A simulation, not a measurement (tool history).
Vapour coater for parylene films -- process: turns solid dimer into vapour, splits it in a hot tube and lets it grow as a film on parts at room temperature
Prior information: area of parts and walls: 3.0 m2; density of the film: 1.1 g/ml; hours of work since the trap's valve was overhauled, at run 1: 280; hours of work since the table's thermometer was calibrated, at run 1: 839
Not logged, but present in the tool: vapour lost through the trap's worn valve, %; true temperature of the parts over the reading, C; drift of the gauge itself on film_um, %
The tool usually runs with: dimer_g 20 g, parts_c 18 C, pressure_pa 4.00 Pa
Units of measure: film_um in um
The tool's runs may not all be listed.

| run | hour | dimer_g | parts_c | pressure_pa | hours of work since the trap's valve was overhauled | hours of work since the table's thermometer was calibrated | film_um |
|---|---|---|---|---|---|---|---|
| 1 | 0.0 | 20 | 18 | 4.00 | 280 | 839 | 4.31 |
| 2 | 44.0 | 20 | 18 | 4.00 | 299 | 858 | 4.31 |
| 3 | 68.6 | 20 | 18 | 4.77 | 310 | 869 | 4.30 |
| 4 | 108.6 | 20 | 18 | 4.77 | 327 | 887 | 4.30 |
| 5 | 145.1 | 20 | 18 | 4.77 | 343 | 903 | 4.26 |
|  | 194.1 | trap's valve overhauled |
| 6 | 194.5 | 20 | 18 | 4.77 | 0 | 922 | 4.22 |
| 7 | 223.1 | 20 | 18 | 4.77 | 13 | 935 | 4.27 |
| 8 | 258.1 | 20 | 18 | 4.77 | 28 | 950 | 4.25 |
|  | 267.1 | table's thermometer calibrated |
| 9 | 286.2 | 20 | 16 | 3.31 | 40 | 8 | 4.78 |

The next listed run, before its measurement:
| 10 | 319.8 | 20 | 30 | 4.00 | 54 | 23 | ? |

{"run 10": {"film_um": 2.37}}
With the hidden condition absent and the run-to-run variation left alone, this run would have shown film_um 2.39 um.
